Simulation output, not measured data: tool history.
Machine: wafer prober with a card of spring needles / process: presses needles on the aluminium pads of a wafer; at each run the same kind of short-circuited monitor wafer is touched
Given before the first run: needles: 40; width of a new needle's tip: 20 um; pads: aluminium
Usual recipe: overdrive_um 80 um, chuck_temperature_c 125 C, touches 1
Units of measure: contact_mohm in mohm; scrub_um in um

| run | hour | overdrive_um | chuck_temperature_c | touches | contact_mohm | scrub_um |
|---|---|---|---|---|---|---|
| 1 | 0.0 | 80 | 125 | 1 | 224 | 13.46 |
|  | 1.2 | tips cleaned on abrasive film |
|  | 6.2 | tips cleaned on abrasive film |
|  | 11.2 | tips cleaned on abrasive film |
| 2 | 13.1 | 80 | 125 | 1 | 226 | 13.48 |
|  | 16.5 | tips cleaned on abrasive film |
| 3 | 20.2 | 80 | 125 | 1 | 221 | 13.46 |
|  | 21.4 | tips cleaned on abrasive film |
|  | 26.5 | tips cleaned on abrasive film |
| 4 | 28.7 | 80 | 125 | 1 | 226 | 13.51 |
|  | 31.9 | tips cleaned on abrasive film |
|  | 36.8 | tips cleaned on abrasive film |
| 5 | 36.8 | 80 | 125 | 1 | 220 | 13.34 |
|  | 41.6 | tips cleaned on abrasive film |
|  | 46.5 | tips cleaned on abrasive film |
|  | 51.5 | tips cleaned on abrasive film |
| 6 | 51.7 | 80 | 52 | 1 | 206 | 13.45 |
|  | 56.5 | tips cleaned on abrasive film |
|  | 61.9 | tips cleaned on abrasive film |
| 7 | 61.9 | 80 | 29 | 1 | 203 | 13.71 |
|  | 66.9 | tips cleaned on abrasive film |
|  | 72.0 | tips cleaned on abrasive film |
| 8 | 72.9 | 80 | 29 | 1 | 198 | 13.34 |
|  | 77.4 | tips cleaned on abrasive film |
| 9 | 81.5 | 80 | 125 | 2 | 224 | 13.51 |
|  | 82.4 | tips cleaned on abrasive film |
|  | 87.7 | tips cleaned on abrasive film |
|  | 92.8 | tips cleaned on abrasive film |
| 10 | 92.8 | 80 | 125 | 2 | 224 | 13.36 |
|  | 97.5 | tips cleaned on abrasive film |
|  | 102.1 | tips cleaned on abrasive film |
|  | 106.7 | tips cleaned on abrasive film |
| 11 | 106.7 | 80 | 125 | 2 | 227 | 13.25 |
|  | 112.0 | tips cleaned on abrasive film |
| 12 | 113.6 | 80 | 125 | 2 | 227 | 13.32 |
|  | 117.5 | tips cleaned on abrasive film |
|  | 122.2 | tips cleaned on abrasive film |
|  | 127.3 | tips cleaned on abrasive film |
| 13 | 127.3 | 80 | 125 | 2 | 223 | 13.28 |
|  | 131.9 | tips cleaned on abrasive film |
|  | 137.1 | tips cleaned on abrasive film |
| 14 | 139.1 | 80 | 125 | 2 | 223 | 13.49 |
|  | 142.3 | tips cleaned on abrasive film |
|  | 147.3 | tips cleaned on abrasive film |
| 15 | 150.6 | 94 | 35 | 1 | 200 | 15.69 |
|  | 152.9 | tips cleaned on abrasive film |
|  | 157.6 | tips cleaned on abrasive film |
|  | 162.2 | tips cleaned on abrasive film |
| 16 | 164.4 | 94 | 35 | 1 | 201 | 15.88 |
|  | 166.9 | tips cleaned on abrasive film |
|  | 171.6 | tips cleaned on abrasive film |
|  | 176.9 | tips cleaned on abrasive film |
| 17 | 179.1 | 70 | 93 | 1 | 213 | 11.67 |
|  | 182.1 | tips cleaned on abrasive film |
|  | 186.8 | tips cleaned on abrasive film |
| 18 | 186.9 | 80 | 35 | 2 | 198 | 13.42 |
|  | 191.6 | tips cleaned on abrasive film |
|  | 196.3 | tips cleaned on abrasive film |
| 19 | 197.6 | 98 | 95 | 1 | 213 | 16.45 |
|  | 201.5 | tips cleaned on abrasive film |
|  | 206.2 | tips cleaned on abrasive film |
| 20 | 206.4 | 94 | 54 | 1 | 211 | 15.52 |
|  | 211.7 | tips cleaned on abrasive film |
| 21 | 214.3 | 85 | 89 | 2 | 214 | 14.11 |
|  | 216.4 | tips cleaned on abrasive film |
|  | 221.1 | tips cleaned on abrasive film |
|  | 226.1 | tips cleaned on abrasive film |
| 22 | 229.5 | 83 | 89 | 2 | 216 | 13.80 |
|  | 231.6 | tips cleaned on abrasive film |
|  | 237.3 | tips cleaned on abrasive film |
| 23 | 240.8 | 83 | 89 | 2 | 214 | 13.85 |
|  | 242.0 | tips cleaned on abrasive film |
|  | 246.6 | tips cleaned on abrasive film |
| 24 | 247.5 | 83 | 89 | 2 | 218 | 13.98 |
|  | 251.3 | tips cleaned on abrasive film |
|  | 256.3 | tips cleaned on abrasive film |
|  | 261.5 | tips cleaned on abrasive film |
| 25 | 262.1 | 83 | 89 | 2 | 212 | 13.79 |
|  | 266.5 | tips cleaned on abrasive film |
| 26 | 268.3 | 86 | 125 | 3 | 221 | 14.24 |
|  | 271.7 | tips cleaned on abrasive film |
|  | 277.0 | tips cleaned on abrasive film |
|  | 281.7 | tips cleaned on abrasive film |
| 27 | 281.7 | 60 | 51 | 1 | 214 | 10.02 |
|  | 286.9 | tips cleaned on abrasive film |
|  | 292.1 | tips cleaned on abrasive film |
| 28 | 292.1 | 77 | 92 | 1 | 216 | 12.79 |

Forecast each of these 3 alternatives for the next run:
|  | 296.7 | tips cleaned on abrasive film |
|  | 302.2 | tips cleaned on abrasive film |
| A | 303.0 | 64 | 125 | 1 | ? | ? |
|  | 296.7 | tips cleaned on abrasive film |
|  | 302.2 | tips cleaned on abrasive film |
| B | 303.0 | 62 | 69 | 3 | ? | ? |
|  | 296.7 | tips cleaned on abrasive film |
|  | 302.2 | tips cleaned on abrasive film |
| C | 303.0 | 74 | 119 | 2 | ? | ? |

| run | contact_mohm | scrub_um |
|---|---|---|
| A | 225 | 10.90 |
| B | 212 | 10.41 |
| C | 219 | 12.39 |
With no hidden state in the tool, these same runs would have given:
| run | contact_mohm | scrub_um |
|---|---|---|
| A | 225 | 10.91 |
| B | 212 | 10.42 |
| C | 219 | 12.40 |
